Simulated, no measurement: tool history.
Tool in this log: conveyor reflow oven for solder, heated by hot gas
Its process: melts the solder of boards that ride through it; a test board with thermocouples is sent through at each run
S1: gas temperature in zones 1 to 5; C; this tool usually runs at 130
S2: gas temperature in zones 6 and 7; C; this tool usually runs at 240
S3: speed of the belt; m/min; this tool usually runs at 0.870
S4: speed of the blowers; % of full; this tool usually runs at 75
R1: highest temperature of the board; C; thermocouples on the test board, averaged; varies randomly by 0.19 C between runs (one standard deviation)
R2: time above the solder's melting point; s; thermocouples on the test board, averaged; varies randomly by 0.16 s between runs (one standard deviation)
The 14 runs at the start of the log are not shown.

run	hour	S1	S2	S3	S4	R1	R2
15	198.9	130	236	0.870	75	222.5	42.5
16	215.9	130	236	0.870	75	222.2	42.6
17	226.1	130	236	0.870	75	222.0	42.4
18	238.3	130	236	0.870	75	222.4	42.7
19	256.2	115	254	0.740	85	244.3	57.3
20	268.3	130	240	0.821	54	222.4	45.0
21	287.3	130	240	0.821	54	222.5	44.9
# hour 292.2: belt drive overhauled, speed set with a stopwatch
22	304.8	130	245	0.821	54	227.1	47.1
# hour 320.0: flux residue cleaned out of gas plates and filters
23	326.6	130	245	0.821	54	228.2	47.9
24	345.7	130	240	0.989	59	218.0	34.7
# hour 350.5: belt drive overhauled, speed set with a stopwatch, once more
25	360.5	130	240	0.989	59	217.8	34.3
26	372.1	129	236	0.989	59	214.2	32.3
27	384.1	117	251	1.035	69	225.9	34.4
28	393.9	117	251	1.035	69	225.9	34.5
29	401.8	130	240	0.870	79	227.9	44.8
30	417.2	130	240	0.870	79	228.0	44.8
31	434.5	130	240	0.870	79	228.1	45.0

Forecast each of these 3 alternatives for the next run:
A	453.7	130	247	0.754	75	?	?
B	453.7	130	245	0.870	75	?	?
C	453.7	129	240	0.762	79	?	?

run	R1	R2
A	238.0	56.5
B	231.4	46.5
C	231.6	53.4
Stripped of hidden state, with their random variation kept, the same runs would have yielded:
run	R1	R2
A	236.3	55.9
B	229.9	45.9
C	229.9	52.8
